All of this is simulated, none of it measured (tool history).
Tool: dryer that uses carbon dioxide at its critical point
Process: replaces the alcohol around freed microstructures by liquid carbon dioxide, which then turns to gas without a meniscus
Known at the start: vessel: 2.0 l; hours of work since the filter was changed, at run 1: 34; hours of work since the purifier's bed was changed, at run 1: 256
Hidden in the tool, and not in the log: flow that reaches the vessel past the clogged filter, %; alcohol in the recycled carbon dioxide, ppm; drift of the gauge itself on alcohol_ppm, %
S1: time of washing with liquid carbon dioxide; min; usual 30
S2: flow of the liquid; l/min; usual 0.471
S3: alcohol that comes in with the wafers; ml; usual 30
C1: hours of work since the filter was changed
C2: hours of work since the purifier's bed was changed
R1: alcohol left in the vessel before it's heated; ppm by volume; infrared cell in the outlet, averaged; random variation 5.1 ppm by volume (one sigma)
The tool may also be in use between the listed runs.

{"run": 1, "hour": 0.0, "S1": 30, "S2": 0.471, "S3": 30, "C1": 34, "C2": 256, "R1": 119}
{"run": 2, "hour": 8.2, "S1": 28, "S2": 0.471, "S3": 30, "C1": 38, "C2": 261, "R1": 150}
{"run": 3, "hour": 19.7, "S1": 28, "S2": 0.471, "S3": 30, "C1": 45, "C2": 267, "R1": 148}
{"run": 4, "hour": 30.7, "S1": 28, "S2": 0.471, "S3": 30, "C1": 51, "C2": 273, "R1": 154}
{"run": 5, "hour": 37.7, "S1": 28, "S2": 0.471, "S3": 30, "C1": 55, "C2": 277, "R1": 146}
{"run": 6, "hour": 50.2, "S1": 28, "S2": 0.471, "S3": 30, "C1": 62, "C2": 284, "R1": 158}
{"run": 7, "hour": 62.4, "S1": 28, "S2": 0.471, "S3": 30, "C1": 68, "C2": 291, "R1": 156}
{"run": 8, "hour": 68.6, "S1": 28, "S2": 0.471, "S3": 30, "C1": 72, "C2": 294, "R1": 152}
{"run": 9, "hour": 77.6, "S1": 28, "S2": 0.471, "S3": 30, "C1": 77, "C2": 299, "R1": 158}
{"run": 10, "hour": 87.7, "S1": 28, "S2": 0.471, "S3": 30, "C1": 82, "C2": 305, "R1": 161}
{"run": 11, "hour": 97.5, "S1": 43, "S2": 0.433, "S3": 73, "C1": 88, "C2": 310, "R1": 101}
{"run": 12, "hour": 108.5, "S1": 43, "S2": 0.608, "S3": 51, "C1": 94, "C2": 316, "R1": 67}
{"run": 13, "hour": 118.9, "S1": 46, "S2": 0.384, "S3": 51, "C1": 100, "C2": 322, "R1": 102}
{"run": 14, "hour": 125.1, "S1": 34, "S2": 0.776, "S3": 29, "C1": 103, "C2": 325, "R1": 79}
{"run": 15, "hour": 137.6, "S1": 37, "S2": 0.598, "S3": 66, "C1": 110, "C2": 332, "R1": 78}
{"run": 16, "hour": 144.9, "S1": 23, "S2": 0.619, "S3": 36, "C1": 114, "C2": 336, "R1": 150}
{"run": 17, "hour": 153.1, "S1": 21, "S2": 0.743, "S3": 37, "C1": 119, "C2": 341, "R1": 118}
{"run": 18, "hour": 161.4, "S1": 22, "S2": 0.588, "S3": 59, "C1": 123, "C2": 346, "R1": 273}
{"run": 19, "hour": 167.3, "S1": 22, "S2": 0.461, "S3": 59, "C1": 126, "C2": 349, "R1": 686}
{"run": 20, "hour": 180.1, "S1": 23, "S2": 0.471, "S3": 64, "C1": 134, "C2": 356, "R1": 602}

Hidden state or all else? Some run-to-run changes of R1, split into what the settings, what came in and random variation would give without the hidden state, and what is left for the hidden state (with any gauge scatter that isn't in both results):
Run 17 -> 18: S1 21 -> 22, S2 0.743 -> 0.588, S3 37 -> 59. R1 +155 ppm by volume: hidden state +22, all else +133.
Run 18 -> 19: S2 0.588 -> 0.461. R1 +413 ppm by volume: hidden state +50, all else +363.
